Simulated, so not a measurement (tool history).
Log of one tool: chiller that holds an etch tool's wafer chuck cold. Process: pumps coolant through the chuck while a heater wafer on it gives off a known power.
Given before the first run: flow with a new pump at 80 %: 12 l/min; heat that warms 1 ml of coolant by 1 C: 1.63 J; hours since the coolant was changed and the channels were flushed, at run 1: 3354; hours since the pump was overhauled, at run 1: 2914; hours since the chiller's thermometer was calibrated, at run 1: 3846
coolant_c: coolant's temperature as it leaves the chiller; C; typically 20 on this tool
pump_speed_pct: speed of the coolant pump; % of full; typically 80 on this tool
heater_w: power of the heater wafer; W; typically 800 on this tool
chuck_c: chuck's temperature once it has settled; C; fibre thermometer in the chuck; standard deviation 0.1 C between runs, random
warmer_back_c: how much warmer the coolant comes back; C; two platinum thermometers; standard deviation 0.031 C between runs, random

run,hour,coolant_c,pump_speed_pct,heater_w,hours since the coolant was changed and the channels were flushed,hours since the pump was overhauled,hours since the chiller's thermometer was calibrated,chuck_c,warmer_back_c
1,0,20,80,800,3354,2914,3846,25.4,2.45
2,78.1,20,80,800,3432,2992,3924,25.4,2.45
3,164.2,11,80,800,3518,3078,4010,16.4,2.45
4,253.4,11,80,800,3607,3167,4099,16.3,2.44
5,313.2,11,80,800,3667,3227,4159,16.6,2.43
6,383.8,11,80,800,3738,3298,4230,16.4,2.4
7,432.8,11,80,800,3787,3347,4279,16.5,2.44
8,499.3,11,80,800,3853,3413,4345,16.4,2.4
9,569.5,21,73,800,3923,3484,4415,26.9,2.68
10,636,21,73,800,3990,3550,4482,26.8,2.61
11,744.8,20,77,451,4099,3659,4591,23.1,1.39
12,825.6,20,77,451,4180,3740,4671,23.3,1.33
13,915.9,15,86,661,4270,3830,4762,19.2,1.75
14,977.5,12,65,643,4331,3891,4823,17.2,2.29
# hour 1024.9: chiller's thermometer calibrated
15,1068.8,15,61,673,4422,3982,44,20.5,2.65

Alternative continuations, all from the tool just after run 15; predict every row:
A,1164.8,20,96,457,4518,4078,140,?,?
B,1164.8,22,61,673,4518,4078,140,?,?
C,1164.8,20,80,946,4518,4078,140,?,?
D,1164.8,29,86,673,4518,4078,140,?,?
E,1164.8,29,80,800,4518,4078,140,?,?

run,chuck_c,warmer_back_c
A,22.6,1.02
B,27.5,2.64
C,26.5,2.79
D,33.3,1.79
E,34.4,2.35
The same runs, with their run-to-run variation unchanged, on a tool lacking any hidden condition would have given:
run,chuck_c,warmer_back_c
A,22.6,1.15
B,27.5,2.77
C,26.5,2.92
D,33.3,1.92
E,34.4,2.48

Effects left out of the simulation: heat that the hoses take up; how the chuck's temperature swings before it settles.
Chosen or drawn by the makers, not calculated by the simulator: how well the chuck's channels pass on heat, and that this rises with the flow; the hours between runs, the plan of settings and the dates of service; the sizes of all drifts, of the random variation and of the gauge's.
